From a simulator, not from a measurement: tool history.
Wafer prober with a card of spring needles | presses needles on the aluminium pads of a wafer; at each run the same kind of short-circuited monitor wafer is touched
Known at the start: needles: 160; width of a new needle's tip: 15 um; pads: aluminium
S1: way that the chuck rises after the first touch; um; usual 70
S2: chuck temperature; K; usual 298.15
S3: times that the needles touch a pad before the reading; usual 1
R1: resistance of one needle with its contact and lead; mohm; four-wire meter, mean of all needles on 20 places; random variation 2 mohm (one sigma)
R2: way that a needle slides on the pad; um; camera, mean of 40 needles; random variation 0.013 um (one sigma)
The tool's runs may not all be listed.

Run 1, hour 0: usual settings. Result: R1 228 mohm, R2 13.06 um.
At hour 7.8: tips cleaned on abrasive film.
At hour 15.4: tips cleaned on abrasive film.
Run 2, hour 17.2: usual settings. Result: R1 265 mohm, R2 13.02 um.
At hour 22.9: tips cleaned on abrasive film.
At hour 30.3: tips cleaned on abrasive film.
Run 3, hour 34.2: usual settings. Result: R1 322 mohm, R2 13 um.
At hour 37.5: tips cleaned on abrasive film.
Run 4, hour 43.2: usual settings. Result: R1 345 mohm, R2 12.98 um.
At hour 45.5: tips cleaned on abrasive film.
At hour 52.9: tips cleaned on abrasive film.
Run 5, hour 59.3: usual settings. Result: R1 349 mohm, R2 12.93 um.
At hour 60.4: tips cleaned on abrasive film.
At hour 67.8: tips cleaned on abrasive film.
Run 6, hour 73.8: usual settings. Result: R1 354 mohm, R2 12.93 um.
At hour 75.4: tips cleaned on abrasive film.
At hour 75.7: height of the first contact set anew.
At hour 82.7: tips cleaned on abrasive film.
Run 7, hour 86.1: usual settings. Result: R1 308 mohm, R2 12.84 um.
At hour 89.5: tips cleaned on abrasive film.
At hour 97.1: tips cleaned on abrasive film.
Run 8, hour 102.6: usual settings. Result: R1 347 mohm, R2 12.79 um.
At hour 104.2: tips cleaned on abrasive film.
At hour 111.7: tips cleaned on abrasive film.
At hour 118.8: tips cleaned on abrasive film.
Run 9, hour 119: usual settings but S1 59 um, S2 339.15 K. Result: R1 255 mohm, R2 10.7 um.
At hour 125.6: tips cleaned on abrasive film.
At hour 132.5: tips cleaned on abrasive film.
Run 10, hour 132.5: usual settings but S1 55 um, S2 344.15 K, S3 2. Result: R1 243 mohm, R2 9.9 um.
At hour 139.7: tips cleaned on abrasive film.
At hour 147.1: tips cleaned on abrasive film.
Run 11, hour 150.1: usual settings but S1 52 um, S2 305.15 K. Result: R1 366 mohm, R2 9.3 um.
At hour 154.4: tips cleaned on abrasive film.
At hour 161.7: tips cleaned on abrasive film.
Run 12, hour 161.7: usual settings but S1 64 um, S3 3. Result: R1 226 mohm, R2 11.54 um.
At hour 169.9: tips cleaned on abrasive film.
At hour 178.2: tips cleaned on abrasive film.
Run 13, hour 180.2: usual settings but S1 75 um, S3 3. Result: R1 243 mohm, R2 13.57 um.
At hour 185.2: height of the first contact set anew, once more.
At hour 186.9: tips cleaned on abrasive film.
At hour 194.6: tips cleaned on abrasive film.
Run 14, hour 199.2: usual settings but S1 75 um, S3 3. Result: R1 253 mohm, R2 14 um.

Forecast run 15:
At hour 202.3: tips cleaned on abrasive film.
At hour 209.4: tips cleaned on abrasive film.
Run 15, hour 209.4: usual settings but S1 75 um, S3 3. Result: R1 ?, R2 ?.

Run 15 gave R1 220 mohm, R2 13.98 um.
Without the tool's hidden state the same run would have given R1 216 mohm, R2 14.05 um.
